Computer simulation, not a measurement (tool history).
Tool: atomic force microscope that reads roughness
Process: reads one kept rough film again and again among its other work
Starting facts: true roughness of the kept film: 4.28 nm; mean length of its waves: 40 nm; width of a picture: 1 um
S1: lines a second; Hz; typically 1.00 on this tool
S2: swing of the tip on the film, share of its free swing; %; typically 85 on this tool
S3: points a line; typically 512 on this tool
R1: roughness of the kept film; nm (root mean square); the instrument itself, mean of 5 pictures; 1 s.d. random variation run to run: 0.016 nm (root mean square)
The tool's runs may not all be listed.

run 1 hour=0.0 | S1=1.00 S2=85 S3=512 | R1=3.499
-- hour=7.7 new tip fitted
run 2 hour=12.4 | S1=1.00 S2=85 S3=512 | R1=3.760
run 3 hour=34.1 | S1=1.00 S2=85 S3=512 | R1=3.708
run 4 hour=54.9 | S1=1.00 S2=85 S3=512 | R1=3.652
run 5 hour=79.4 | S1=1.00 S2=85 S3=512 | R1=3.555
run 6 hour=98.2 | S1=1.00 S2=85 S3=512 | R1=3.537
-- hour=113.7 new tip fitted
run 7 hour=114.6 | S1=1.00 S2=85 S3=832 | R1=3.773
run 8 hour=125.6 | S1=1.00 S2=85 S3=832 | R1=3.757
run 9 hour=150.3 | S1=2.66 S2=85 S3=832 | R1=3.412
run 10 hour=166.1 | S1=2.66 S2=85 S3=832 | R1=3.357
run 11 hour=179.3 | S1=2.66 S2=85 S3=832 | R1=3.330
run 12 hour=195.3 | S1=2.66 S2=85 S3=832 | R1=3.300
run 13 hour=213.2 | S1=1.30 S2=85 S3=512 | R1=3.495
-- hour=219.1 new tip fitted
run 14 hour=235.0 | S1=1.00 S2=85 S3=369 | R1=3.746
run 15 hour=259.8 | S1=1.00 S2=85 S3=369 | R1=3.670
run 16 hour=270.5 | S1=1.00 S2=85 S3=369 | R1=3.643
run 17 hour=290.5 | S1=0.65 S2=85 S3=369 | R1=3.637
run 18 hour=303.2 | S1=0.65 S2=85 S3=369 | R1=3.592
run 19 hour=317.0 | S1=0.65 S2=85 S3=369 | R1=3.581
-- hour=325.6 new tip fitted
run 20 hour=329.0 | S1=0.65 S2=85 S3=356 | R1=3.841
run 21 hour=341.1 | S1=1.55 S2=85 S3=512 | R1=3.621
run 22 hour=357.3 | S1=1.55 S2=85 S3=512 | R1=3.584
run 23 hour=378.3 | S1=1.55 S2=85 S3=512 | R1=3.543
run 24 hour=393.0 | S1=1.55 S2=85 S3=512 | R1=3.495
run 25 hour=406.3 | S1=1.55 S2=85 S3=512 | R1=3.458
run 26 hour=423.8 | S1=2.25 S2=85 S3=512 | R1=3.308
-- hour=432.1 new tip fitted
run 27 hour=440.8 | S1=2.25 S2=85 S3=512 | R1=3.554
run 28 hour=461.4 | S1=2.25 S2=85 S3=512 | R1=3.501
run 29 hour=473.5 | S1=2.89 S2=64 S3=293 | R1=3.650
run 30 hour=498.5 | S1=2.89 S2=64 S3=293 | R1=3.603
run 31 hour=514.4 | S1=2.89 S2=64 S3=293 | R1=3.565
run 32 hour=525.4 | S1=0.99 S2=68 S3=360 | R1=3.629
-- hour=537.5 new tip fitted
run 33 hour=541.6 | S1=0.99 S2=68 S3=360 | R1=3.887
run 34 hour=552.6 | S1=3.78 S2=69 S3=811 | R1=3.652
run 35 hour=573.1 | S1=3.78 S2=69 S3=811 | R1=3.602
run 36 hour=587.5 | S1=0.61 S2=69 S3=512 | R1=3.814
run 37 hour=605.7 | S1=0.61 S2=69 S3=512 | R1=3.739
run 38 hour=627.8 | S1=0.61 S2=69 S3=512 | R1=3.695
run 39 hour=639.1 | S1=1.67 S2=69 S3=263 | R1=3.565
-- hour=643.6 new tip fitted
run 40 hour=664.4 | S1=2.65 S2=78 S3=335 | R1=3.580
run 41 hour=676.9 | S1=2.33 S2=57 S3=289 | R1=3.770
run 42 hour=691.2 | S1=2.33 S2=57 S3=289 | R1=3.751
run 43 hour=707.3 | S1=2.33 S2=57 S3=289 | R1=3.679
run 44 hour=717.8 | S1=0.70 S2=85 S3=360 | R1=3.644
run 45 hour=736.0 | S1=0.70 S2=85 S3=360 | R1=3.569
-- hour=751.0 new tip fitted
run 46 hour=752.6 | S1=0.88 S2=85 S3=360 | R1=3.787
run 47 hour=764.4 | S1=3.95 S2=57 S3=512 | R1=3.791
run 48 hour=781.5 | S1=3.95 S2=60 S3=517 | R1=3.739
run 49 hour=798.5 | S1=1.00 S2=85 S3=304 | R1=3.678
run 50 hour=812.0 | S1=1.95 S2=85 S3=331 | R1=3.457
run 51 hour=823.0 | S1=0.61 S2=88 S3=308 | R1=3.637
run 52 hour=835.8 | S1=0.86 S2=89 S3=607 | R1=3.581
run 53 hour=848.1 | S1=1.81 S2=77 S3=291 | R1=3.494

Alternative continuations, all from the tool just after run 53; predict every row:
-- hour=857.0 new tip fitted
run A hour=866.2 | S1=1.00 S2=78 S3=512 | R1=?
-- hour=857.0 new tip fitted
run B hour=866.2 | S1=3.09 S2=70 S3=603 | R1=?
-- hour=857.0 new tip fitted
run C hour=866.2 | S1=1.81 S2=60 S3=946 | R1=?

run=A R1=3.793
run=B R1=3.679
run=C R1=3.862
What these runs would have given with no unlogged condition in the tool:
run=A R1=3.827
run=B R1=3.712
run=C R1=3.897
